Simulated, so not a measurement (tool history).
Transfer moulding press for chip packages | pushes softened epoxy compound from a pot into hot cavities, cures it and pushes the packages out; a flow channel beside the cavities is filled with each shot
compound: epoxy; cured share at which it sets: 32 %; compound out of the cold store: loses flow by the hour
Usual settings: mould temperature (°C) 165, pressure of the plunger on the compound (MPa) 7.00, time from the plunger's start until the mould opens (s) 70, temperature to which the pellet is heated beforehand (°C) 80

run,day,mould temperature (°C),pressure of the plunger on the compound (MPa),time from the plunger's start until the mould opens (s),temperature to which the pellet is heated beforehand (°C),incoming compound's hours out of the cold store,length that the compound runs in the flow channel (mm),greatest force on the pins that push the packages out (N)
1,0.000,165,7.00,70,80,13.8,689,681
# day 0.671: cavities cleaned with cleaning compound and waxed
2,0.675,165,7.00,70,80,30.9,656,641
3,1.079,165,7.00,70,80,17.5,680,634
4,1.654,165,7.00,70,80,46.2,624,623
# day 1.792: cavities cleaned with cleaning compound and waxed
# day 2.354: mould's thermocouples calibrated
5,2.546,165,7.00,70,80,31.4,654,639
# day 2.992: cavities cleaned with cleaning compound and waxed
6,3.092,165,7.00,70,90,46.0,624,577
7,3.500,165,7.00,70,72,19.9,676,662
8,3.962,165,7.00,70,80,32.4,651,644
# day 4.112: cavities cleaned with cleaning compound and waxed
9,4.883,165,7.00,70,80,21.5,675,651
# day 5.250: cavities cleaned with cleaning compound and waxed
10,5.746,165,7.00,70,80,43.3,630,631
# day 6.362: cavities cleaned with cleaning compound and waxed
11,6.400,165,7.00,70,80,9.3,700,652
12,7.325,165,7.00,70,74,19.9,674,690
# day 7.512: cavities cleaned with cleaning compound and waxed
# day 7.662: plunger's sealing rings changed
13,8.012,165,7.00,70,74,47.3,624,658
# day 8.746: cavities cleaned with cleaning compound and waxed
14,8.854,165,7.00,70,74,17.0,687,675
15,9.417,165,5.40,98,80,36.2,566,428
# day 9.867: cavities cleaned with cleaning compound and waxed
16,10.371,165,5.40,98,80,36.6,566,438
# day 11.000: cavities cleaned with cleaning compound and waxed
17,11.288,165,5.40,98,80,22.6,590,436
18,12.000,165,5.40,98,80,25.8,587,455
# day 12.142: cavities cleaned with cleaning compound and waxed
19,12.638,165,7.00,107,83,26.1,664,421
# day 13.283: cavities cleaned with cleaning compound and waxed
20,13.538,164,5.69,70,88,44.6,566,626
21,14.167,164,5.69,70,88,36.6,579,634
# day 14.454: cavities cleaned with cleaning compound and waxed
22,14.879,163,5.69,70,88,18.3,616,736
# day 15.612: cavities cleaned with cleaning compound and waxed
23,15.638,166,5.69,70,73,11.4,625,624
24,16.529,165,7.45,95,84,18.3,702,437
# day 16.750: cavities cleaned with cleaning compound and waxed
25,17.375,172,7.45,95,84,28.7,664,415

Run 26 comes next. What will it give?
# day 17.883: cavities cleaned with cleaning compound and waxed
26,18.104,165,8.73,70,71,26.7,?,?

length that the compound runs in the flow channel (mm): 740
greatest force on the pins that push the packages out (N): 678
Without the tool's hidden state the same run would have given length that the compound runs in the flow channel (mm) 741, greatest force on the pins that push the packages out (N) 675.

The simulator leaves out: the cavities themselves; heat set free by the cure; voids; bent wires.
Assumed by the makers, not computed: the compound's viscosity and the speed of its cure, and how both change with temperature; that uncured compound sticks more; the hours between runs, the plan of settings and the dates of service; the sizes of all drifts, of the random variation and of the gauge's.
